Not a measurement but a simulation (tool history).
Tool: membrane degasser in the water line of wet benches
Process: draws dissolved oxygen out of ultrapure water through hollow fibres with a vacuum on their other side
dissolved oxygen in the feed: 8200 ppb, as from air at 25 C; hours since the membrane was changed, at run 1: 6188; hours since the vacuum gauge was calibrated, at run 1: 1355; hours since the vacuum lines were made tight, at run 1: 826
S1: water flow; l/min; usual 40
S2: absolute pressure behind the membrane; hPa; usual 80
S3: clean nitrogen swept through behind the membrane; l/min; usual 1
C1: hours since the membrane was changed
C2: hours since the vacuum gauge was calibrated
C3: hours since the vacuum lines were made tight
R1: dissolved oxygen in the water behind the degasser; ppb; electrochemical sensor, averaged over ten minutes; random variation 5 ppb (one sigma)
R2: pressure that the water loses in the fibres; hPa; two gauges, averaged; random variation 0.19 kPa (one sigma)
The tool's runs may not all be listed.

run 1 hour=0 | S1=40 S2=80 S3=1 | C1=6188 C2=1355 C3=826 | R1=522.8 R2=381.5
run 2 hour=162.9 | S1=40 S2=80 S3=1 | C1=6351 C2=1518 C3=988 | R1=521.1 R2=383.7
run 3 hour=431.6 | S1=40 S2=80 S3=1 | C1=6619 C2=1786 C3=1257 | R1=534.5 R2=382.2
run 4 hour=591.2 | S1=40 S2=80 S3=2.74 | C1=6779 C2=1946 C3=1417 | R1=324.1 R2=383
run 5 hour=855.2 | S1=40 S2=60.4 S3=1 | C1=7043 C2=2210 C3=1681 | R1=395.7 R2=383.4
run 6 hour=1073.7 | S1=40 S2=80 S3=1 | C1=7261 C2=2428 C3=1899 | R1=537.5 R2=387.1
run 7 hour=1342.7 | S1=40 S2=80 S3=1 | C1=7530 C2=2697 C3=2168 | R1=541.2 R2=387.1
run 8 hour=1588.3 | S1=40 S2=80 S3=2.83 | C1=7776 C2=2943 C3=2414 | R1=331.1 R2=385.2
run 9 hour=1832 | S1=40 S2=80 S3=2.83 | C1=8020 C2=3187 C3=2658 | R1=336.5 R2=390.6
run 10 hour=2127.9 | S1=40 S2=80 S3=2.83 | C1=8316 C2=3483 C3=2953 | R1=335.1 R2=389.3
run 11 hour=2399.6 | S1=40 S2=80 S3=2.83 | C1=8587 C2=3754 C3=3225 | R1=335 R2=387.9
run 12 hour=2548.6 | S1=40 S2=190.1 S3=2.83 | C1=8736 C2=3903 C3=3374 | R1=664.4 R2=388.6
run 13 hour=2724.3 | S1=40 S2=80 S3=0.47 | C1=8912 C2=4079 C3=3550 | R1=804.8 R2=391.5
run 14 hour=2943.5 | S1=32 S2=97.1 S3=1 | C1=9131 C2=4298 C3=3769 | R1=524.4 R2=314.3
run 15 hour=3178.7 | S1=49 S2=80 S3=1.57 | C1=9367 C2=4534 C3=4004 | R1=583.4 R2=484.1
run 16 hour=3486.3 | S1=24 S2=132.1 S3=1 | C1=9674 C2=4841 C3=4312 | R1=548 R2=238.5
run 17 hour=3797.3 | S1=28 S2=127.1 S3=1 | C1=9985 C2=5152 C3=4623 | R1=607 R2=275.3
run 18 hour=4072.4 | S1=51 S2=55.3 S3=1.27 | C1=10260 C2=5427 C3=4898 | R1=490.5 R2=505.9
run 19 hour=4230.6 | S1=40 S2=65.3 S3=2.75 | C1=10418 C2=5585 C3=5056 | R1=306.9 R2=397.5
run 20 hour=4490 | S1=40 S2=65.3 S3=2.75 | C1=10678 C2=5845 C3=5316 | R1=304.6 R2=397.7
run 21 hour=4651.6 | S1=40 S2=65.3 S3=2.75 | C1=10839 C2=6006 C3=5477 | R1=307.4 R2=397.2
run 22 hour=4862.7 | S1=49 S2=60.9 S3=1 | C1=11051 C2=6218 C3=5688 | R1=557.3 R2=489.4
run 23 hour=5057.9 | S1=34 S2=80 S3=0.54 | C1=11246 C2=6413 C3=5883 | R1=646.2 R2=339.7
run 24 hour=5317.2 | S1=34 S2=80 S3=0.54 | C1=11505 C2=6672 C3=6143 | R1=669.7 R2=338.9
-- hour=5341.4 vacuum gauge calibrated
run 25 hour=5489.1 | S1=40 S2=80 S3=2.75 | C1=11676 C2=148 C3=6314 | R1=354.5 R2=402.1

Forecast each of these 5 alternatives for the next run:
run A hour=5638.2 | S1=38 S2=80 S3=1 | C1=11826 C2=297 C3=6463 | R1=? R2=?
run B hour=5638.2 | S1=40 S2=74.7 S3=2.75 | C1=11826 C2=297 C3=6463 | R1=? R2=?
run C hour=5638.2 | S1=61 S2=80 S3=1 | C1=11826 C2=297 C3=6463 | R1=? R2=?
run D hour=5638.2 | S1=27 S2=52.2 S3=1.29 | C1=11826 C2=297 C3=6463 | R1=? R2=?
run E hour=5638.2 | S1=41 S2=118 S3=1 | C1=11826 C2=297 C3=6463 | R1=? R2=?

run=A R1=530.5 R2=383.3
run=B R1=337 R2=406.2
run=C R1=915.8 R2=616.1
run=D R1=173.3 R2=273
run=E R1=846.6 R2=410.2
Without the tool's hidden state the same runs would have given:
run=A R1=470.4 R2=344.4
run=B R1=269 R2=365.2
run=C R1=803 R2=553.7
run=D R1=140.2 R2=245.4
run=E R1=783.1 R2=368.5
